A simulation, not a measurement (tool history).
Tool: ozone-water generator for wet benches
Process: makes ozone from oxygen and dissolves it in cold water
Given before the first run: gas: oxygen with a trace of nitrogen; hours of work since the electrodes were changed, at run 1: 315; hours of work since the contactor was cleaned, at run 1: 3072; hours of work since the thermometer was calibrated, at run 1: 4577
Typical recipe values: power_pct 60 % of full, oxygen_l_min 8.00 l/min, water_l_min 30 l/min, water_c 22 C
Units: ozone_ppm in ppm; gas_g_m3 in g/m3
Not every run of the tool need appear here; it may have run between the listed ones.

run	hour	power_pct	oxygen_l_min	water_l_min	water_c	hours of work since the electrodes were changed	hours of work since the contactor was cleaned	hours of work since the thermometer was calibrated	ozone_ppm	gas_g_m3
1	0.0	60	8.00	30	22	315	3072	4577	17.6	170.1
2	58.4	60	8.00	24	22	372	3129	4634	21.1	168.3
3	97.4	60	8.00	24	22	410	3167	4672	21.2	169.6
4	143.4	60	8.00	24	22	455	3212	4717	21.0	171.4
5	194.6	60	8.00	24	22	505	3262	4767	21.0	170.2
6	233.5	60	8.00	24	23	543	3300	4804	20.3	168.7
7	259.4	60	8.00	24	23	568	3325	4830	20.5	166.7
8	289.3	60	8.00	24	23	597	3354	4859	20.3	167.1
9	325.1	60	8.00	30	22	632	3389	4894	17.4	166.7
10	363.2	60	8.00	30	22	669	3426	4931	17.4	166.3
11	421.2	60	8.00	30	22	725	3483	4987	17.4	169.2
12	473.8	60	9.27	30	22	777	3534	5038	17.9	160.8
13	514.7	63	9.91	41	16	816	3574	5078	15.7	160.9
14	568.9	63	9.91	41	16	869	3627	5131	15.2	160.6
15	607.9	63	9.91	41	16	907	3665	5169	15.4	161.9
# hour 625.6: contactor cleaned
16	667.9	63	9.91	41	16	962	41	5224	15.7	158.9
17	723.1	63	9.91	41	16	1016	95	5277	15.7	160.4
18	747.4	50	11.59	41	27	1039	119	5301	11.8	129.7
19	789.4	42	11.59	41	17	1080	160	5342	12.2	116.0
20	831.5	62	5.61	41	17	1121	200	5383	12.7	188.3
21	889.2	62	5.61	41	17	1177	257	5439	12.7	187.6
22	943.3	49	12.20	24	17	1230	309	5492	20.8	126.8
23	967.0	58	12.20	24	25	1253	333	5515	19.6	140.8
24	1022.1	58	12.20	24	25	1307	386	5569	19.9	141.5

Subtracting, for every run, the result it would have given without the tool's unlogged condition from the measured result gives the following. The same run-to-run variation enters both numbers; the gauge's scatter may not:
Hidden conditions of the tool in this case: yield of the discharge, % of new electrodes'; contactor's efficiency, % of a clean one's; true water temperature over the reading, C; drift of the gauge itself on ozone_ppm, %; drift of the gauge itself on gas_g_m3, %.
run	ozone_ppm	gas_g_m3
1	-0.6	-2.1
2	-0.7	-2.3
3	-0.7	-2.5
4	-0.8	-2.8
5	-0.8	-3.0
6	-0.8	-3.2
7	-0.8	-3.2
8	-0.8	-3.4
9	-0.8	-3.6
10	-0.9	-3.7
11	-0.8	-4.0
12	-1.0	-4.2
13	-0.9	-4.5
14	-0.9	-4.7
15	-1.0	-4.9
16	-0.5	-5.1
17	-0.6	-5.5
18	-0.4	-3.7
19	-0.3	-2.9
20	-0.5	-7.0
21	-0.5	-7.3
22	-0.8	-4.1
23	-0.9	-5.5
24	-1.0	-5.7
